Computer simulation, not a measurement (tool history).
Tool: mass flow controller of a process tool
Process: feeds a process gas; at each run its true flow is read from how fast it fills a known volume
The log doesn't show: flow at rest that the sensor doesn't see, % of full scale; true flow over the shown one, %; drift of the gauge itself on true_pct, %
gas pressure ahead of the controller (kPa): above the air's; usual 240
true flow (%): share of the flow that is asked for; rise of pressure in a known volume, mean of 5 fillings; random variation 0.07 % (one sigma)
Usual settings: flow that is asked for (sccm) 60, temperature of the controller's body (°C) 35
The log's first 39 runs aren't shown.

run,day,flow that is asked for (sccm),gas pressure ahead of the controller (kPa),temperature of the controller's body (°C),hours of work since the controller was set to zero,hours of work since the controller was changed,true flow (%)
40,471.104,57,146,26,2744,10522,97.02
41,478.038,24,194,26,2870,10648,95.58
42,492.783,60,223,22,3138,10917,96.63
# day 496.908: controller exchanged for a calibrated one
43,506.7,60,223,22,178,178,99.28
44,520.2,60,223,38,424,424,98.52
45,527.571,66,146,35,558,558,99.1
46,536.767,111,169,39,725,725,99.02
47,546.738,37,173,25,907,907,98.89

Forecast each of these 3 alternatives for the next run:
A,559.458,73,257,34,1138,1138,?
B,559.458,63,173,37,1138,1138,?
C,559.458,128,266,25,1138,1138,?

run,true flow (%)
A,98.47
B,98.59
C,99.02
Without the tool's hidden state the same runs would have given:
run,true flow (%)
A,98.81
B,98.97
C,99.26
